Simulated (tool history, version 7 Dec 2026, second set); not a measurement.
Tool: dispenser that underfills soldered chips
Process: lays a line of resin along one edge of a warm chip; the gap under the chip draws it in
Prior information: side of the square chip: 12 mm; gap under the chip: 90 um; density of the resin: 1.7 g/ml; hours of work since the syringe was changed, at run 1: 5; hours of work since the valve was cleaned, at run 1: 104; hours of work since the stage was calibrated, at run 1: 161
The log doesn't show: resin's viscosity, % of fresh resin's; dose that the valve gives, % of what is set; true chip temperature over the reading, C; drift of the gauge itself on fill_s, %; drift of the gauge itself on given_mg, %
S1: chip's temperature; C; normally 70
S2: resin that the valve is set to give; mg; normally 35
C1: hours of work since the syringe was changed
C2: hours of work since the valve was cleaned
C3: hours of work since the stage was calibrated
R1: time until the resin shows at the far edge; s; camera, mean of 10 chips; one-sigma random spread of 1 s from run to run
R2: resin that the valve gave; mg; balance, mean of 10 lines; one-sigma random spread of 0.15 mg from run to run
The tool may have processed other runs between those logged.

run	hour	S1	S2	C1	C2	C3	R1	R2
1	0	70	35	5	104	161	119.7	31.88
# hour 4.5: dispensing valve cleaned and set on the balance
# hour 5.2: new syringe of resin
2	5.9	70	35	0	1	164	104.6	35.04
3	9.8	70	35	3	3	167	115.8	35.02
4	14.4	70	35	6	7	170	128.1	34.78
# hour 16.5: new syringe of resin
5	19	66	35	2	10	173	127.9	34.68
6	25.5	66	35	6	14	177	144.5	34.44
# hour 28.2: new syringe of resin
7	31.2	66	35	2	18	181	128.8	34.45
8	36	72	35	5	21	184	114.2	34.41
# hour 39.4: new syringe of resin
9	42.6	72	35.7	2	25	189	105.6	35.08
10	46.2	72	35.7	5	28	191	113.7	34.67
# hour 50.6: new syringe of resin
11	50.6	68	35.7	0	31	194	113.4	34.68
12	54.7	68	35.7	3	34	197	125.1	34.41
13	58.1	68	35.7	5	36	199	132.9	34.65
# hour 61.7: new syringe of resin
14	61.7	68	35.7	0	38	201	116.2	34.15
15	66	77	35.7	3	41	204	92.3	34.25
16	69.2	77	35.7	5	44	207	102	34.21
# hour 73.4: new syringe of resin
17	73.6	72	40.5	0	46	209	99	38.81
18	77.3	65	37.3	3	49	212	137.4	35.72
19	82.5	69	38.1	6	52	216	130.8	36.27
# hour 84.9: new syringe of resin
20	87.1	78	36	2	55	218	86	33.92
21	92.6	78	36	5	59	222	96.9	33.88
# hour 96.6: new syringe of resin
22	98.1	78	36	1	63	226	85.4	33.98
23	102.9	66	34.7	4	66	229	143.1	32.55
# hour 108.2: new syringe of resin
24	108.6	58	44.7	0	70	233	160	41.62
25	112.8	72	36.1	3	73	236	109.7	33.6
26	116.9	81	32.8	6	76	239	90.8	30.73
# hour 119.6: new syringe of resin
27	123.6	73	44.2	3	80	243	106.2	40.77
# hour 130.7: new syringe of resin
28	130.7	79	36.4	0	85	248	76.7	33.69

For each entry between runs, how does the tool's hidden state at the last listed run before it compare with that at the first listed run after it?
After run 1, before run 2: dispensing valve cleaned and set on the balance (hour 4.5); new syringe of resin (hour 5.2)
  resin's viscosity, % of fresh resin's: 113.9 -> 101.3; dose that the valve gives, % of what is set: 90.8 -> 100; true chip temperature over the reading, C: -1.29 -> -1.31
  measured minus no-state result, R1: +20.6 -> +5.9 s; R2: -3.23 -> +0 mg
After run 4, before run 5: new syringe of resin (hour 16.5)
  resin's viscosity, % of fresh resin's: 122.3 -> 104.9; dose that the valve gives, % of what is set: 99.46 -> 99.19; true chip temperature over the reading, C: -1.36 -> -1.38
  measured minus no-state result, R1: +28.2 -> +11.7 s; R2: -0.19 -> -0.28 mg
After run 6, before run 7: new syringe of resin (hour 28.2)
  resin's viscosity, % of fresh resin's: 121.1 -> 105.6; dose that the valve gives, % of what is set: 98.76 -> 98.38; true chip temperature over the reading, C: -1.41 -> -1.44
  measured minus no-state result, R1: +30.9 -> +13 s; R2: -0.43 -> -0.56 mg
After run 8, before run 9: new syringe of resin (hour 39.4)
  resin's viscosity, % of fresh resin's: 117.3 -> 107.4; dose that the valve gives, % of what is set: 98.08 -> 97.67; true chip temperature over the reading, C: -1.46 -> -1.48
  measured minus no-state result, R1: +21.7 -> +12.3 s; R2: -0.67 -> -0.84 mg
After run 10, before run 11: new syringe of resin (hour 50.6)
  resin's viscosity, % of fresh resin's: 116.4 -> 99.9; dose that the valve gives, % of what is set: 97.45 -> 97.2; true chip temperature over the reading, C: -1.5 -> -1.52
  measured minus no-state result, R1: +21.1 -> +6 s; R2: -0.91 -> -1 mg
After run 13, before run 14: new syringe of resin (hour 61.7)
  resin's viscosity, % of fresh resin's: 118 -> 101.3; dose that the valve gives, % of what is set: 96.69 -> 96.46; true chip temperature over the reading, C: -1.56 -> -1.57
  measured minus no-state result, R1: +26.5 -> +7.9 s; R2: -1.18 -> -1.25 mg
After run 16, before run 17: new syringe of resin (hour 73.4)
  resin's viscosity, % of fresh resin's: 119.6 -> 100.4; dose that the valve gives, % of what is set: 95.96 -> 95.69; true chip temperature over the reading, C: -1.61 -> -1.63
  measured minus no-state result, R1: +21.4 -> +5.8 s; R2: -1.44 -> -1.74 mg
After run 19, before run 20: new syringe of resin (hour 84.9)
  resin's viscosity, % of fresh resin's: 122.1 -> 105.3; dose that the valve gives, % of what is set: 95.14 -> 94.87; true chip temperature over the reading, C: -1.67 -> -1.69
  measured minus no-state result, R1: +30 -> +9.1 s; R2: -1.85 -> -1.84 mg
After run 21, before run 22: new syringe of resin (hour 96.6)
  resin's viscosity, % of fresh resin's: 119 -> 103.9; dose that the valve gives, % of what is set: 94.48 -> 94.15; true chip temperature over the reading, C: -1.72 -> -1.74
  measured minus no-state result, R1: +20.4 -> +8.2 s; R2: -1.98 -> -2.11 mg
After run 23, before run 24: new syringe of resin (hour 108.2)
  resin's viscosity, % of fresh resin's: 115.7 -> 100.7; dose that the valve gives, % of what is set: 93.8 -> 93.45; true chip temperature over the reading, C: -1.76 -> -1.78
  measured minus no-state result, R1: +27.9 -> +11.4 s; R2: -2.15 -> -2.92 mg
After run 26, before run 27: new syringe of resin (hour 119.6)
  resin's viscosity, % of fresh resin's: 121.1 -> 112; dose that the valve gives, % of what is set: 92.94 -> 92.49; true chip temperature over the reading, C: -1.82 -> -1.85
  measured minus no-state result, R1: +21 -> +17.3 s; R2: -2.33 -> -3.31 mg
After run 27, before run 28: new syringe of resin (hour 130.7)
  resin's viscosity, % of fresh resin's: 112 -> 99.3; dose that the valve gives, % of what is set: 92.49 -> 92.04; true chip temperature over the reading, C: -1.85 -> -1.88
  measured minus no-state result, R1: +17.3 -> +4.7 s; R2: -3.31 -> -2.92 mg
